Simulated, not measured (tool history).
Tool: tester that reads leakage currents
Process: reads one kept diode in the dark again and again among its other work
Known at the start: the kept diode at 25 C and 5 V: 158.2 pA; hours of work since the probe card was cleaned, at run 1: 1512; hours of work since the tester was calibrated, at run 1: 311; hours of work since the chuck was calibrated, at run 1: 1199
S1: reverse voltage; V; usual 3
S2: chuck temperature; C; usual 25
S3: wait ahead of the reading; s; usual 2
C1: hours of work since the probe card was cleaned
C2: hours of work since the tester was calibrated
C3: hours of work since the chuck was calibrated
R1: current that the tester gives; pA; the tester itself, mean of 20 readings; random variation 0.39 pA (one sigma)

Run 1, day 0: usual settings; C1 1512; C2 311; C3 1199. Result: R1 159.54 pA.
Run 2, day 3.083: usual settings; C1 1542; C2 341; C3 1229. Result: R1 159.41 pA.
Run 3, day 6.075: usual settings; C1 1570; C2 369; C3 1258. Result: R1 160.43 pA.
At day 6.483: tester calibrated.
Run 4, day 9.492: usual settings; C1 1603; C2 29; C3 1290. Result: R1 161.59 pA.
Run 5, day 12.571: usual settings; C1 1632; C2 59; C3 1320. Result: R1 161.87 pA.
Run 6, day 15.721: usual settings; C1 1663; C2 89; C3 1350. Result: R1 162.67 pA.
Run 7, day 19.254: usual settings but S1 7.88 V, S3 1.32 s; C1 1697; C2 123; C3 1384. Result: R1 248.16 pA.
Run 8, day 22.117: usual settings but S1 15.52 V, S3 1.32 s; C1 1725; C2 151; C3 1412. Result: R1 335.85 pA.
At day 22.542: tester calibrated, once more.
At day 23.442: chuck's temperature calibrated.
Run 9, day 26.062: usual settings but S1 1.02 V, S3 1.32 s; C1 1761; C2 33; C3 25. Result: R1 82.21 pA.
Run 10, day 28.871: usual settings but S1 1.02 V, S3 1.32 s; C1 1788; C2 60; C3 52. Result: R1 82.73 pA.
Run 11, day 31.858: usual settings but S1 1.02 V, S3 1.32 s; C1 1817; C2 89; C3 81. Result: R1 83.2 pA.

3 ways to go on from here, each from the tool as it stands after run 11. What would each give?
Run A, day 34.917: usual settings but S1 8.03 V, S2 54 C, S3 2.05 s; C1 1847; C2 119; C3 111. Result: R1 ?.
Run B, day 34.917: usual settings but S1 1.43 V, S3 0.64 s; C1 1847; C2 119; C3 111. Result: R1 ?.
Run C, day 34.917: usual settings but S1 1.02 V, S3 2.24 s; C1 1847; C2 119; C3 111. Result: R1 ?.

run       R1
  A  2370.13
  B    96.53
  C    83.44
Without the tool's hidden state the same runs would have given:
run      R1
  A  2334.1
  B   94.13
  C   81.49
